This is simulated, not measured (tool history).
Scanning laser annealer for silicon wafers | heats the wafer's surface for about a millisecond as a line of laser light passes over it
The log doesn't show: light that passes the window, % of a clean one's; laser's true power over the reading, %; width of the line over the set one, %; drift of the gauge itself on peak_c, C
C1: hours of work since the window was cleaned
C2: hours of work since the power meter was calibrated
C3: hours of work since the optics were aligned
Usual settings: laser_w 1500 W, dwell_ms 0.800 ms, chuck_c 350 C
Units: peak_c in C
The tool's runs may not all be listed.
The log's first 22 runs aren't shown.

run 23 hour=249.9 | laser_w=1500 dwell_ms=0.935 chuck_c=350 | C1=20 C2=200 C3=388 | peak_c=1262
run 24 hour=265.5 | laser_w=1363 dwell_ms=0.958 chuck_c=326 | C1=32 C2=212 C3=399 | peak_c=1148
run 25 hour=280.7 | laser_w=1363 dwell_ms=0.958 chuck_c=326 | C1=43 C2=223 C3=410 | peak_c=1149
run 26 hour=289.4 | laser_w=1600 dwell_ms=0.661 chuck_c=365 | C1=49 C2=230 C3=417 | peak_c=1183
run 27 hour=301.0 | laser_w=1345 dwell_ms=0.790 chuck_c=382 | C1=58 C2=238 C3=425 | peak_c=1108
run 28 hour=316.3 | laser_w=1500 dwell_ms=0.582 chuck_c=388 | C1=69 C2=250 C3=437 | peak_c=1088
run 29 hour=331.8 | laser_w=1498 dwell_ms=0.855 chuck_c=388 | C1=81 C2=261 C3=448 | peak_c=1257
run 30 hour=339.9 | laser_w=1498 dwell_ms=0.855 chuck_c=388 | C1=87 C2=267 C3=454 | peak_c=1256
run 31 hour=347.0 | laser_w=1498 dwell_ms=0.855 chuck_c=388 | C1=92 C2=273 C3=460 | peak_c=1256
run 32 hour=361.4 | laser_w=1308 dwell_ms=0.954 chuck_c=375 | C1=103 C2=283 C3=470 | peak_c=1156
run 33 hour=367.8 | laser_w=1310 dwell_ms=0.800 chuck_c=348 | C1=107 C2=288 C3=475 | peak_c=1054
run 34 hour=379.1 | laser_w=1464 dwell_ms=0.618 chuck_c=351 | C1=116 C2=296 C3=483 | peak_c=1053
run 35 hour=388.0 | laser_w=1363 dwell_ms=0.867 chuck_c=350 | C1=122 C2=303 C3=490 | peak_c=1125
run 36 hour=397.0 | laser_w=1366 dwell_ms=0.765 chuck_c=328 | C1=129 C2=310 C3=497 | peak_c=1055
run 37 hour=410.8 | laser_w=1366 dwell_ms=0.765 chuck_c=328 | C1=139 C2=320 C3=507 | peak_c=1059
run 38 hour=418.1 | laser_w=1500 dwell_ms=0.850 chuck_c=350 | C1=145 C2=325 C3=512 | peak_c=1214
run 39 hour=429.5 | laser_w=1500 dwell_ms=0.850 chuck_c=350 | C1=153 C2=334 C3=521 | peak_c=1217
run 40 hour=436.6 | laser_w=1605 dwell_ms=0.654 chuck_c=350 | C1=159 C2=339 C3=526 | peak_c=1164

Forecast each of these 3 alternatives for the next run:
run A hour=443.0 | laser_w=1543 dwell_ms=0.654 chuck_c=330 | C1=163 C2=344 C3=531 | peak_c=?
run B hour=443.0 | laser_w=1578 dwell_ms=0.611 chuck_c=316 | C1=163 C2=344 C3=531 | peak_c=?
run C hour=443.0 | laser_w=1435 dwell_ms=0.800 chuck_c=328 | C1=163 C2=344 C3=531 | peak_c=?

run=A peak_c=1104
run=B peak_c=1082
run=C peak_c=1118
Without the tool's hidden state the same runs would have given:
run=A peak_c=1105
run=B peak_c=1083
run=C peak_c=1119

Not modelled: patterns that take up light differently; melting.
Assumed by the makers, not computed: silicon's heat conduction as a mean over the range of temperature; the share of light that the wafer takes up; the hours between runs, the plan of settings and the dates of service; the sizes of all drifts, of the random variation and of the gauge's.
